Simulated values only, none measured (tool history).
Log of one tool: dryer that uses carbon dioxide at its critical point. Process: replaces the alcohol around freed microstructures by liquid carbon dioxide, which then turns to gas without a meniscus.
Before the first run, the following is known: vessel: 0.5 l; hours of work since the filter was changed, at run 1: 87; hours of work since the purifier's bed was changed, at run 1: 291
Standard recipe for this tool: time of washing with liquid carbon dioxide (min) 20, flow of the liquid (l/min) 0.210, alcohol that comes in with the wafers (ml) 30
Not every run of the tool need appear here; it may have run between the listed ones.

| run | day | time of washing with liquid carbon dioxide (min) | flow of the liquid (l/min) | alcohol that comes in with the wafers (ml) | hours of work since the filter was changed | hours of work since the purifier's bed was changed | alcohol left in the vessel before it's heated (ppm by volume) |
|---|---|---|---|---|---|---|---|
| 1 | 0.000 | 20 | 0.210 | 30 | 87 | 291 | 90 |
| 2 | 0.600 | 16 | 0.210 | 30 | 94 | 297 | 267 |
| 3 | 1.075 | 16 | 0.210 | 30 | 99 | 302 | 273 |
| 4 | 1.554 | 16 | 0.210 | 30 | 104 | 307 | 272 |
| 5 | 2.262 | 20 | 0.210 | 30 | 111 | 315 | 100 |
| 6 | 2.675 | 20 | 0.210 | 30 | 116 | 319 | 94 |
| 7 | 3.358 | 20 | 0.210 | 107 | 123 | 326 | 278 |
| 8 | 4.004 | 20 | 0.270 | 107 | 130 | 333 | 86 |
| 9 | 4.571 | 20 | 0.241 | 107 | 136 | 339 | 160 |
| 10 | 5.158 | 31 | 0.166 | 50 | 142 | 346 | 72 |
| 11 | 5.904 | 20 | 0.243 | 50 | 150 | 354 | 84 |
| 12 | 6.221 | 20 | 0.172 | 60 | 154 | 357 | 557 |
|  | 6.933 | inlet filter changed |
| 13 | 6.954 | 20 | 0.138 | 79 | 0 | 364 | 1100 |
| 14 | 7.425 | 20 | 0.138 | 79 | 5 | 369 | 1115 |
| 15 | 7.800 | 31 | 0.228 | 32 | 9 | 373 | 39 |
| 16 | 8.429 | 15 | 0.228 | 84 | 16 | 380 | 454 |

Below are 3 alternative next runs, each starting from the tool's condition after run 16. Predict each:
| A | 8.833 | 24 | 0.228 | 21 | 20 | 385 | ? |
| B | 8.833 | 20 | 0.132 | 30 | 20 | 385 | ? |
| C | 8.833 | 20 | 0.140 | 37 | 20 | 385 | ? |

| run | alcohol left in the vessel before it's heated (ppm by volume) |
|---|---|
| A | 51 |
| B | 593 |
| C | 554 |
The same runs, with their run-to-run variation unchanged, on a tool lacking any hidden condition would have given:
| run | alcohol left in the vessel before it's heated (ppm by volume) |
|---|---|
| A | 9 |
| B | 506 |
| C | 470 |

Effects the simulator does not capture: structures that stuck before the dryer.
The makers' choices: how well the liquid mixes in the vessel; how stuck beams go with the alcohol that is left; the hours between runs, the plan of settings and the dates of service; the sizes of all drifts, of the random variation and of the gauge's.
